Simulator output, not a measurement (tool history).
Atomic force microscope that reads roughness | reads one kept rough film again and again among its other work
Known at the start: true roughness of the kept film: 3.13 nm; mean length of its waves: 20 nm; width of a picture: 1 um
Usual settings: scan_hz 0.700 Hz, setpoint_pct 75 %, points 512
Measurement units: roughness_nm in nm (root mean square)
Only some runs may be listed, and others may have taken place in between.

| run | hour | scan_hz | setpoint_pct | points | roughness_nm |
|---|---|---|---|---|---|
| 1 | 0.0 | 0.700 | 75 | 512 | 2.384 |
| 2 | 47.9 | 0.700 | 75 | 512 | 1.951 |
| 3 | 70.4 | 0.700 | 75 | 512 | 1.787 |
| 4 | 97.0 | 0.700 | 75 | 512 | 1.621 |
| 5 | 132.2 | 0.700 | 75 | 512 | 2.495 |
| 6 | 172.9 | 0.700 | 75 | 512 | 2.073 |
| 7 | 202.3 | 0.700 | 75 | 512 | 1.833 |
| 8 | 229.7 | 0.700 | 75 | 512 | 1.666 |
| 9 | 260.5 | 0.700 | 75 | 512 | 1.510 |
| 10 | 286.4 | 0.700 | 75 | 532 | 2.260 |
| 11 | 322.2 | 0.700 | 75 | 532 | 1.939 |
| 12 | 355.4 | 0.700 | 75 | 532 | 1.723 |
| 13 | 380.8 | 0.700 | 75 | 532 | 1.584 |
| 14 | 411.6 | 0.700 | 75 | 532 | 2.374 |
| 15 | 433.6 | 0.700 | 62 | 512 | 2.184 |
| 16 | 476.3 | 0.700 | 62 | 512 | 1.816 |
| 17 | 495.8 | 0.700 | 62 | 512 | 1.681 |
| 18 | 543.0 | 0.700 | 62 | 731 | 2.436 |
| 19 | 588.0 | 0.700 | 79 | 893 | 1.961 |
| 20 | 622.2 | 0.700 | 79 | 893 | 1.728 |
| 21 | 660.1 | 0.700 | 69 | 372 | 1.540 |
| 22 | 695.8 | 1.521 | 67 | 852 | 2.218 |
| 23 | 742.6 | 0.700 | 61 | 423 | 1.854 |
| 24 | 783.2 | 0.700 | 61 | 423 | 1.617 |
| 25 | 819.6 | 0.705 | 84 | 480 | 2.304 |
| 26 | 862.1 | 0.557 | 83 | 286 | 1.892 |
| 27 | 887.4 | 0.593 | 85 | 512 | 1.754 |
| 28 | 924.2 | 0.593 | 85 | 512 | 1.562 |
| 29 | 949.1 | 0.593 | 85 | 485 | 2.353 |
| 30 | 969.8 | 2.483 | 56 | 942 | 2.161 |
| 31 | 1010.1 | 0.700 | 73 | 501 | 1.835 |
| 32 | 1041.4 | 0.911 | 64 | 664 | 1.663 |
| 33 | 1067.7 | 0.911 | 81 | 355 | 1.473 |

Taken out of this log: 7 entries between the listed runs. Where each belongs, and how the hidden state differs across it:
From run 4 to run 5: new tip fitted (hour 131.0)
  radius of the tip, nm: 28.6 -> 7.2; height scale over the true one, %: 0.39 -> 0.4
  measured minus no-state result, roughness_nm: -0.878 -> -0.004 nm (root mean square)
From run 9 to run 10: new tip fitted (hour 265.2)
  radius of the tip, nm: 33.1 -> 11.5; height scale over the true one, %: 0.44 -> 0.45
  measured minus no-state result, roughness_nm: -0.986 -> -0.246 nm (root mean square)
From run 13 to run 14: new tip fitted (hour 402.0)
  radius of the tip, nm: 29.9 -> 9.5; height scale over the true one, %: 0.48 -> 0.49
  measured minus no-state result, roughness_nm: -0.913 -> -0.139 nm (root mean square)
From run 17 to run 18: new tip fitted (hour 535.6)
  radius of the tip, nm: 27.1 -> 8.9; height scale over the true one, %: 0.51 -> 0.53
  measured minus no-state result, roughness_nm: -0.848 -> -0.104 nm (root mean square)
From run 21 to run 22: new tip fitted (hour 671.0)
  radius of the tip, nm: 32 -> 12.1; height scale over the true one, %: 0.56 -> 0.57
  measured minus no-state result, roughness_nm: -0.964 -> -0.271 nm (root mean square)
From run 24 to run 25: new tip fitted (hour 804.9)
  radius of the tip, nm: 29.6 -> 9.9; height scale over the true one, %: 0.6 -> 0.61
  measured minus no-state result, roughness_nm: -0.913 -> -0.156 nm (root mean square)
From run 28 to run 29: new tip fitted (hour 939.1)
  radius of the tip, nm: 30.9 -> 9.3; height scale over the true one, %: 0.64 -> 0.65
  measured minus no-state result, roughness_nm: -0.930 -> -0.124 nm (root mean square)

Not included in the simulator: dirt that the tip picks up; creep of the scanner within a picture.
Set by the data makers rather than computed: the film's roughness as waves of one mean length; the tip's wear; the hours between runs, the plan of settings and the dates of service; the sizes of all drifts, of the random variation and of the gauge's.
